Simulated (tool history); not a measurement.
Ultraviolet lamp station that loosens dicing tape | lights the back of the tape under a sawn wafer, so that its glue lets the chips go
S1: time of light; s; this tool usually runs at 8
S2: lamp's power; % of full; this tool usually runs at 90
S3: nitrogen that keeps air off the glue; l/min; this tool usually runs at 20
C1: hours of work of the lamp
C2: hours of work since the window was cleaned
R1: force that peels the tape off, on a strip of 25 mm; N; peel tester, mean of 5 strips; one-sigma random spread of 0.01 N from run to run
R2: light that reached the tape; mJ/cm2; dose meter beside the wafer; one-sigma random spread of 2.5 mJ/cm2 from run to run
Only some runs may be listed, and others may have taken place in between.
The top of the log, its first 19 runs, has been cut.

run	hour	S1	S2	S3	C1	C2	R1	R2
20	646.6	8	66	9	745	392	1.321	175
21	687.3	8	66	9	776	423	1.387	178
22	716.2	8	66	9	798	445	1.381	174
23	746.6	6	75	20	822	468	1.233	145
24	786.4	13	75	7	852	499	0.699	311
# hour 791.3: window cleaned of glue's vapour
25	812.7	13	75	7	872	16	0.650	328
26	847.2	13	75	7	898	43	0.656	328
27	867.9	8	90	13	914	58	0.775	239

For run 28, what comes out?
28	916.2	8	90	13	950	95	?	?

R1: 0.785 N
R2: 238 mJ/cm2
Take away the tool's hidden state, keep the run-to-run variation as it was, and the same run would have given R1 0.530 N, R2 308 mJ/cm2.
